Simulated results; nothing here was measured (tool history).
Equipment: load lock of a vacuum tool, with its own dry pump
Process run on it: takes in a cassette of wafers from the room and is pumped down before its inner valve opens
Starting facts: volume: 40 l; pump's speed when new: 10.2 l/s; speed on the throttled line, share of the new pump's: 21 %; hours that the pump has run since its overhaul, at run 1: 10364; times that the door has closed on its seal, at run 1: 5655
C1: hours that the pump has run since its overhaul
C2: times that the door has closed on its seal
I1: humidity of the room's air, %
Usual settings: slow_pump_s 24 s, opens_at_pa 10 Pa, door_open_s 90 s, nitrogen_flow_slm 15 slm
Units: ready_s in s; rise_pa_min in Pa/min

run 1 hour=0 | slow_pump_s=24 opens_at_pa=10 door_open_s=90 nitrogen_flow_slm=15 | C1=10364 C2=5655 | I1=44.5 | ready_s=54.7 rise_pa_min=0.061
run 2 hour=86.6 | slow_pump_s=24 opens_at_pa=10 door_open_s=50 nitrogen_flow_slm=15 | C1=10451 C2=5778 | I1=47.7 | ready_s=55.1 rise_pa_min=0.049
run 3 hour=188.6 | slow_pump_s=24 opens_at_pa=10 door_open_s=90 nitrogen_flow_slm=15 | C1=10553 C2=5924 | I1=43.4 | ready_s=55.6 rise_pa_min=0.06
run 4 hour=349.3 | slow_pump_s=24 opens_at_pa=17 door_open_s=90 nitrogen_flow_slm=15 | C1=10713 C2=6153 | I1=42.6 | ready_s=54 rise_pa_min=0.055
run 5 hour=494.5 | slow_pump_s=24 opens_at_pa=10 door_open_s=90 nitrogen_flow_slm=15 | C1=10859 C2=6359 | I1=46.6 | ready_s=55.4 rise_pa_min=0.067
run 6 hour=595.1 | slow_pump_s=24 opens_at_pa=10 door_open_s=91 nitrogen_flow_slm=15 | C1=10959 C2=6503 | I1=43.8 | ready_s=54.9 rise_pa_min=0.067
run 7 hour=716 | slow_pump_s=24 opens_at_pa=10 door_open_s=91 nitrogen_flow_slm=15 | C1=11080 C2=6675 | I1=45.6 | ready_s=55.7 rise_pa_min=0.064
run 8 hour=798.3 | slow_pump_s=24 opens_at_pa=10 door_open_s=91 nitrogen_flow_slm=15 | C1=11162 C2=6792 | I1=44.4 | ready_s=55.2 rise_pa_min=0.054
run 9 hour=942.7 | slow_pump_s=24 opens_at_pa=10 door_open_s=91 nitrogen_flow_slm=15 | C1=11307 C2=6998 | I1=43.3 | ready_s=55.3 rise_pa_min=0.064
run 10 hour=1022.3 | slow_pump_s=24 opens_at_pa=10 door_open_s=91 nitrogen_flow_slm=15 | C1=11386 C2=7111 | I1=46.9 | ready_s=55.5 rise_pa_min=0.068
run 11 hour=1172 | slow_pump_s=24 opens_at_pa=7 door_open_s=90 nitrogen_flow_slm=15 | C1=11536 C2=7325 | I1=42.7 | ready_s=57.4 rise_pa_min=0.061
run 12 hour=1282.4 | slow_pump_s=24 opens_at_pa=7 door_open_s=45 nitrogen_flow_slm=15 | C1=11647 C2=7482 | I1=43.8 | ready_s=57.2 rise_pa_min=0.036
run 13 hour=1351.4 | slow_pump_s=24 opens_at_pa=7 door_open_s=45 nitrogen_flow_slm=15 | C1=11716 C2=7580 | I1=50.1 | ready_s=56.6 rise_pa_min=0.044
run 14 hour=1445.8 | slow_pump_s=24 opens_at_pa=7 door_open_s=45 nitrogen_flow_slm=15 | C1=11810 C2=7715 | I1=40.8 | ready_s=56.7 rise_pa_min=0.043
run 15 hour=1544.1 | slow_pump_s=32 opens_at_pa=7 door_open_s=92 nitrogen_flow_slm=25 | C1=11908 C2=7855 | I1=43.8 | ready_s=63.1 rise_pa_min=0.055
run 16 hour=1682.3 | slow_pump_s=32 opens_at_pa=7 door_open_s=92 nitrogen_flow_slm=25 | C1=12046 C2=8051 | I1=46 | ready_s=63.2 rise_pa_min=0.06
run 17 hour=1812.2 | slow_pump_s=24 opens_at_pa=8 door_open_s=90 nitrogen_flow_slm=15 | C1=12176 C2=8237 | I1=44.6 | ready_s=56.5 rise_pa_min=0.07
run 18 hour=1916.4 | slow_pump_s=24 opens_at_pa=9 door_open_s=107 nitrogen_flow_slm=15 | C1=12281 C2=8385 | I1=45.6 | ready_s=55.8 rise_pa_min=0.067
-- hour=2026.8 dry pump taken out, an overhauled one fitted
run 19 hour=2060.4 | slow_pump_s=20 opens_at_pa=18 door_open_s=164 nitrogen_flow_slm=15 | C1=34 C2=8581 | I1=44.9 | ready_s=49.7 rise_pa_min=0.093
run 20 hour=2138.9 | slow_pump_s=20 opens_at_pa=18 door_open_s=164 nitrogen_flow_slm=15 | C1=112 C2=8693 | I1=45.1 | ready_s=50.2 rise_pa_min=0.092
run 21 hour=2290.1 | slow_pump_s=16 opens_at_pa=10 door_open_s=148 nitrogen_flow_slm=7 | C1=263 C2=8909 | I1=45.9 | ready_s=49.5 rise_pa_min=0.101
run 22 hour=2406.3 | slow_pump_s=39 opens_at_pa=9 door_open_s=40 nitrogen_flow_slm=7 | C1=380 C2=9074 | I1=45.8 | ready_s=67.2 rise_pa_min=0.044
run 23 hour=2540.6 | slow_pump_s=39 opens_at_pa=19 door_open_s=40 nitrogen_flow_slm=7 | C1=514 C2=9266 | I1=46.8 | ready_s=64.7 rise_pa_min=0.046
run 24 hour=2705.8 | slow_pump_s=17 opens_at_pa=11 door_open_s=171 nitrogen_flow_slm=20 | C1=679 C2=9501 | I1=44.2 | ready_s=49.5 rise_pa_min=0.077
run 25 hour=2818.4 | slow_pump_s=17 opens_at_pa=11 door_open_s=171 nitrogen_flow_slm=20 | C1=792 C2=9661 | I1=41.2 | ready_s=50.1 rise_pa_min=0.084
run 26 hour=2885 | slow_pump_s=17 opens_at_pa=11 door_open_s=171 nitrogen_flow_slm=20 | C1=858 C2=9756 | I1=40.7 | ready_s=49.5 rise_pa_min=0.085
run 27 hour=3044.3 | slow_pump_s=24 opens_at_pa=10 door_open_s=53 nitrogen_flow_slm=8 | C1=1018 C2=9983 | I1=45.6 | ready_s=55.9 rise_pa_min=0.053
run 28 hour=3131.9 | slow_pump_s=24 opens_at_pa=10 door_open_s=90 nitrogen_flow_slm=15 | C1=1105 C2=10108 | I1=43.8 | ready_s=55.1 rise_pa_min=0.064

3 options for the next run, each taken on its own from the tool as it stands now. Forecast them:
run A hour=3235.5 | slow_pump_s=24 opens_at_pa=15 door_open_s=90 nitrogen_flow_slm=6 | C1=1209 C2=10255 | I1=45.1 | ready_s=? rise_pa_min=?
run B hour=3235.5 | slow_pump_s=24 opens_at_pa=10 door_open_s=129 nitrogen_flow_slm=9 | C1=1209 C2=10255 | I1=45.6 | ready_s=? rise_pa_min=?
run C hour=3235.5 | slow_pump_s=31 opens_at_pa=10 door_open_s=150 nitrogen_flow_slm=15 | C1=1209 C2=10255 | I1=45.1 | ready_s=? rise_pa_min=?

run=A ready_s=52.1 rise_pa_min=0.077
run=B ready_s=55 rise_pa_min=0.088
run=C ready_s=61.5 rise_pa_min=0.088
With the hidden condition removed and each run's random variation left untouched, the same runs would have given:
run=A ready_s=52.1 rise_pa_min=0.077
run=B ready_s=55 rise_pa_min=0.087
run=C ready_s=61.5 rise_pa_min=0.087
